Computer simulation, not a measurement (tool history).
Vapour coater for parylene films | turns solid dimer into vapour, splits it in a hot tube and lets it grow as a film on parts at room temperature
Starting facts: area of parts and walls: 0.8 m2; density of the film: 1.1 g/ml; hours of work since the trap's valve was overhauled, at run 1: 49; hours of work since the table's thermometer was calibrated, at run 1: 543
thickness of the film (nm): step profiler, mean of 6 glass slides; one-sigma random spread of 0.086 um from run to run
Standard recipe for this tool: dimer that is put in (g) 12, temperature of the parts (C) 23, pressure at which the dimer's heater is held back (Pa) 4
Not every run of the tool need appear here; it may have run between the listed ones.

run   hour  dimer that is put in (g)  temperature of the parts (C)  pressure at which the dimer's heater is held back (Pa)  hours of work since the trap's valve was overhauled  hours of work since the table's thermometer was calibrated  thickness of the film (nm)
  1      0                        12                            23                                                       4                                                   49                                                         543                       10170
  2   22.5                        12                            23                                                       4                                                   68                                                         562                        9950
  3   58.3                        12                            23                                                       4                                                   99                                                         593                       10010
  4   90.9                        12                            23                                                    9.63                                                  127                                                         621                        9100
  5  110.8                        12                            16                                                    9.63                                                  144                                                         638                       12240
  6  128.9                        12                            16                                                    9.63                                                  159                                                         653                       12180
  7  149.7                        12                            16                                                    9.63                                                  177                                                         671                       12010
  8  183.7                        12                            16                                                    9.63                                                  206                                                         700                       12020
  9  215.3                        12                            16                                                    9.63                                                  233                                                         727                       12000
     230.1  -- trap's valve overhauled
 10  247.4                        14                            16                                                    9.63                                                   15                                                         751                       15000
 11  277.4                        12                            29                                                    3.42                                                   40                                                         777                        7710
 12  301.6                        12                            35                                                       4                                                   61                                                         797                        5880
 13  336.7                        12                            35                                                       4                                                   91                                                         827                        5770
 14  358.1                         8                            26                                                    7.11                                                  109                                                         846                        5450
 15  380.9                        12                            16                                                    2.91                                                  129                                                         865                       12910

5 options for the next run, each taken on its own from the tool as it stands now. Forecast them:
  A  403.7                         6                            28                                                    4.44                                                  148                                                         885                           ?
  B  403.7                        12                            23                                                    5.67                                                  148                                                         885                           ?
  C  403.7                        12                            26                                                    2.29                                                  148                                                         885                           ?
  D  403.7                        12                            23                                                    3.31                                                  148                                                         885                           ?
  E  403.7                        12                            31                                                    3.05                                                  148                                                         885                           ?

run  thickness of the film (nm)
  A                        3880
  B                        9260
  C                        9000
  D                        9890
  E                        6920
With no hidden state in the tool, these same runs would have given:
run  thickness of the film (nm)
  A                        4180
  B                        9980
  C                        9690
  D                       10650
  E                        7450
